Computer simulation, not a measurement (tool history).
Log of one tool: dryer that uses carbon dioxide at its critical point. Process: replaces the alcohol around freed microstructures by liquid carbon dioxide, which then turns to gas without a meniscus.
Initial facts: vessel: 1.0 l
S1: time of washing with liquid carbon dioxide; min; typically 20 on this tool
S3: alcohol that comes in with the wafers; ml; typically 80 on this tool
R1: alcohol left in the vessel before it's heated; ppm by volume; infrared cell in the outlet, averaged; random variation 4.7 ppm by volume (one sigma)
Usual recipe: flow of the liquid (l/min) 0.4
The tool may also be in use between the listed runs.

Run 1, day 0: usual settings. Result: R1 121 ppm by volume.
Run 2, day 1.567: usual settings. Result: R1 128 ppm by volume.
Run 3, day 2.946: usual settings. Result: R1 125 ppm by volume.
Run 4, day 4.254: usual settings. Result: R1 141 ppm by volume.
Run 5, day 5.267: usual settings. Result: R1 140 ppm by volume.
At day 6.004: inlet filter changed.
Run 6, day 6.088: usual settings. Result: R1 97 ppm by volume.
Run 7, day 7.525: usual settings. Result: R1 97 ppm by volume.
Run 8, day 8.708: usual settings but S1 14 min. Result: R1 673 ppm by volume.
Run 9, day 10.233: usual settings but S1 14 min. Result: R1 694 ppm by volume.

Run 10, settings as shown, results not yet in. Your forecast:
Run 10, day 11.425: usual settings but S1 31 min. Result: R1 ?.

Run 10 measured R1 18 ppm by volume.
Were there no unlogged condition in the tool, this run, its random variation unchanged, would have produced R1 3 ppm by volume.

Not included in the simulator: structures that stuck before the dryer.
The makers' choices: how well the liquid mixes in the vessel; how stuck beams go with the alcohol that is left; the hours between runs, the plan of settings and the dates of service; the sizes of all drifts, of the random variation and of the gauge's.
